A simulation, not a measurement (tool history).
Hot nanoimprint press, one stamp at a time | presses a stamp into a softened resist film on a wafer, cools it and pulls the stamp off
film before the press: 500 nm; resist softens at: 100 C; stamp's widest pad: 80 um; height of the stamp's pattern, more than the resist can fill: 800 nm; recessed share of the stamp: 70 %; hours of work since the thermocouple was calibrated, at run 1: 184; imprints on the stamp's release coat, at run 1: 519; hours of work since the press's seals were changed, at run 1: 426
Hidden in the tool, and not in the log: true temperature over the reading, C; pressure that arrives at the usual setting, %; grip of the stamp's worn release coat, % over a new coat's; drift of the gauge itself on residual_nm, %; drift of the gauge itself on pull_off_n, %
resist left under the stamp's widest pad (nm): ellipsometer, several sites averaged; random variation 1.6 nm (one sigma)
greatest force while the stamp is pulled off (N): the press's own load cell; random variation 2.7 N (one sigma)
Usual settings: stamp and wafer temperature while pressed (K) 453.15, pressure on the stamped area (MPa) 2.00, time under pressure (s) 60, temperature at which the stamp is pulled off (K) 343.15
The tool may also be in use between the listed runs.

run   hour  stamp and wafer temperature while pressed (K)  pressure on the stamped area (MPa)  time under pressure (s)  temperature at which the stamp is pulled off (K)  hours of work since the thermocouple was calibrated  imprints on the stamp's release coat  hours of work since the press's seals were changed  resist left under the stamp's widest pad (nm)  greatest force while the stamp is pulled off (N)
  1    0.0                                         453.15                                2.00                       60                                            343.15                                                  184                                   519                                                 426                                          255.3                                               154
  2   26.1                                         453.15                                2.00                       60                                            343.15                                                  202                                   587                                                 445                                          256.3                                               155
  3   58.8                                         453.15                                2.00                       60                                            343.15                                                  225                                   672                                                 467                                          258.3                                               160
  4   85.5                                         453.15                                2.00                       60                                            343.15                                                  244                                   742                                                 486                                          258.7                                               161
  5  104.3                                         453.15                                2.00                       60                                            343.15                                                  257                                   791                                                 499                                          256.1                                               162
  6  131.6                                         448.15                                3.17                       34                                            345.15                                                  276                                   862                                                 518                                          319.9                                               163
  7  149.3                                         448.15                                3.17                       34                                            345.15                                                  288                                   908                                                 531                                          322.2                                               161
  8  180.4                                         459.15                                1.35                       34                                            344.15                                                  310                                   988                                                 552                                          288.6                                               172
  9  200.4                                         453.15                                3.03                       60                                            343.15                                                  324                                  1041                                                 566                                          221.5                                               174

The next listed run, before its measurement:
 10  224.0                                         455.15                                2.00                       60                                            343.15                                                  340                                  1102                                                 583                                              ?                                                 ?

Run 10 gave resist left under the stamp's widest pad (nm) 237.9, greatest force while the stamp is pulled off (N) 182.
Without the tool's hidden state the same run would have given resist left under the stamp's widest pad (nm) 227.7, greatest force while the stamp is pulled off (N) 130.

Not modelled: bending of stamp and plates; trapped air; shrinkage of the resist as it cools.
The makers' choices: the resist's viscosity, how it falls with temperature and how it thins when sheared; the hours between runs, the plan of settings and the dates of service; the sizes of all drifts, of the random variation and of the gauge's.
